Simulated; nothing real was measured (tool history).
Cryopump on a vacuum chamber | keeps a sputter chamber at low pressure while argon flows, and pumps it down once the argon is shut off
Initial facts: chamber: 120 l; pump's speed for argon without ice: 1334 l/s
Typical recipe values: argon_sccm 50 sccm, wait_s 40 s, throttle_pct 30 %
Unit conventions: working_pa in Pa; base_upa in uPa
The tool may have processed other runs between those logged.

run	hour	argon_sccm	wait_s	throttle_pct	working_pa	base_upa
1	0.0	50	40	30	0.2188	2.18
2	16.2	50	40	30	0.2179	2.21
3	33.0	50	40	51	0.1338	2.18
4	47.3	50	40	30	0.2213	2.26
5	60.7	50	40	30	0.2217	2.23
6	69.9	50	40	49	0.1389	2.24
7	80.4	50	40	30	0.2221	2.28
8	88.4	50	40	30	0.2204	2.27
9	105.1	50	40	30	0.2232	2.36
10	117.4	50	40	30	0.2225	2.28
11	128.9	50	40	30	0.2230	2.31
12	140.4	50	40	30	0.2243	2.42
13	158.0	50	263	30	0.2254	1.12
14	165.6	50	173	30	0.2259	1.23
15	184.1	50	173	30	0.2258	1.29
16	194.5	50	173	30	0.2257	1.32
17	211.8	50	173	30	0.2270	1.37
18	227.9	20	30	30	0.0908	2.97
19	246.2	20	30	30	0.0921	3.08
20	260.3	20	33	30	0.0924	2.86
# hour 280.6: pump warmed up, emptied and cooled again
21	282.8	20	33	30	0.0853	2.66
22	295.7	35	209	30	0.1483	1.14
23	307.4	35	209	30	0.1497	1.18
24	315.1	35	209	30	0.1475	1.19
25	330.9	30	256	17	0.2235	1.18
26	339.1	30	256	17	0.2224	1.16
27	357.6	24	23	17	0.1810	3.59
28	370.5	55	21	30	0.2348	3.89
29	387.7	52	52	30	0.2260	2.10
30	406.2	52	168	42	0.1611	1.38
31	416.8	72	48	30	0.3093	2.32
32	427.4	72	48	30	0.3129	2.28
33	438.8	72	122	31	0.3000	1.56
34	455.7	72	122	31	0.3028	1.56

Consider 4 possible next runs. They are alternatives, not a sequence: every one starts from the tool as it was left by run 34. What does each give?
A	466.7	75	175	23	?	?
B	466.7	72	25	21	?	?
C	466.7	21	98	16	?	?
D	466.7	72	59	31	?	?

run	working_pa	base_upa
A	0.4241	1.47
B	0.4459	3.54
C	0.1703	1.72
D	0.3043	2.15
Stripped of hidden state, with their random variation kept, the same runs would have yielded:
run	working_pa	base_upa
A	0.4143	0.58
B	0.4365	2.64
C	0.1676	0.84
D	0.2949	1.26

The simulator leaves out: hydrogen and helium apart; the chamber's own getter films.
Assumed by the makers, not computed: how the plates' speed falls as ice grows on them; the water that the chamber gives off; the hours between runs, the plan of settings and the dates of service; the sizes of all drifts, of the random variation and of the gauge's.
